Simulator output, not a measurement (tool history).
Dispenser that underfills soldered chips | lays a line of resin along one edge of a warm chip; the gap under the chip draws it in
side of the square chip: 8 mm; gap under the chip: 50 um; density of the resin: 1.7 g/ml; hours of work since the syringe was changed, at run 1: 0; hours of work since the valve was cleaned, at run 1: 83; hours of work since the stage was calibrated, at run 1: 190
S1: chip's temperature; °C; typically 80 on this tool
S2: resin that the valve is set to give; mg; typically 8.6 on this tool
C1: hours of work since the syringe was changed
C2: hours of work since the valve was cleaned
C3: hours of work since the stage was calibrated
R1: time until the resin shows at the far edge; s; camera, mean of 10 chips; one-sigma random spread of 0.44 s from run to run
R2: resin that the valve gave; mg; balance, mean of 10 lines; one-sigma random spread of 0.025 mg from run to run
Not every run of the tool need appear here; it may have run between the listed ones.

{"run": 1, "hour": 0.0, "S1": 80, "S2": 8.6, "C1": 0, "C2": 83, "C3": 190, "R1": 32.9, "R2": 8.24}
{"run": 2, "hour": 5.6, "S1": 80, "S2": 8.6, "C1": 3, "C2": 86, "C3": 194, "R1": 37.8, "R2": 8.24}
{"run": 3, "hour": 10.2, "S1": 94, "S2": 8.6, "C1": 6, "C2": 89, "C3": 196, "R1": 29.7, "R2": 8.25}
{"hour": 15.0, "done": "dispensing valve cleaned and set on the balance"}
{"run": 4, "hour": 15.3, "S1": 80, "S2": 10.37, "C1": 9, "C2": 0, "C3": 199, "R1": 48.6, "R2": 10.35}
{"hour": 18.3, "done": "new syringe of resin"}
{"run": 5, "hour": 20.6, "S1": 80, "S2": 10.37, "C1": 1, "C2": 3, "C3": 202, "R1": 33, "R2": 10.31}
{"run": 6, "hour": 25.6, "S1": 71, "S2": 10.07, "C1": 4, "C2": 6, "C3": 205, "R1": 50, "R2": 10}
{"run": 7, "hour": 32.2, "S1": 71, "S2": 10.07, "C1": 8, "C2": 10, "C3": 209, "R1": 59.4, "R2": 10.04}
{"hour": 35.8, "done": "new syringe of resin"}
{"run": 8, "hour": 37.7, "S1": 70, "S2": 9.91, "C1": 1, "C2": 13, "C3": 212, "R1": 45.5, "R2": 9.83}
{"run": 9, "hour": 43.2, "S1": 70, "S2": 9.91, "C1": 4, "C2": 17, "C3": 215, "R1": 53.3, "R2": 9.84}
{"run": 10, "hour": 48.3, "S1": 81, "S2": 7.88, "C1": 8, "C2": 20, "C3": 218, "R1": 45.6, "R2": 7.76}

What if the next run were any one of these 3? Each begins from the tool's condition after run 10:
{"run": "A", "hour": 51.7, "S1": 73, "S2": 10.05, "C1": 10, "C2": 22, "C3": 220, "R1": "?", "R2": "?"}
{"run": "B", "hour": 51.7, "S1": 88, "S2": 8.68, "C1": 10, "C2": 22, "C3": 220, "R1": "?", "R2": "?"}
{"run": "C", "hour": 51.7, "S1": 80, "S2": 10.4, "C1": 10, "C2": 22, "C3": 220, "R1": "?", "R2": "?"}

run=A R1=60.8 R2=9.91
run=B R1=40.4 R2=8.58
run=C R1=49.4 R2=10.32
What these runs would have given with no unlogged condition in the tool:
run=A R1=39.9 R2=10.04
run=B R1=26.4 R2=8.69
run=C R1=32.4 R2=10.45
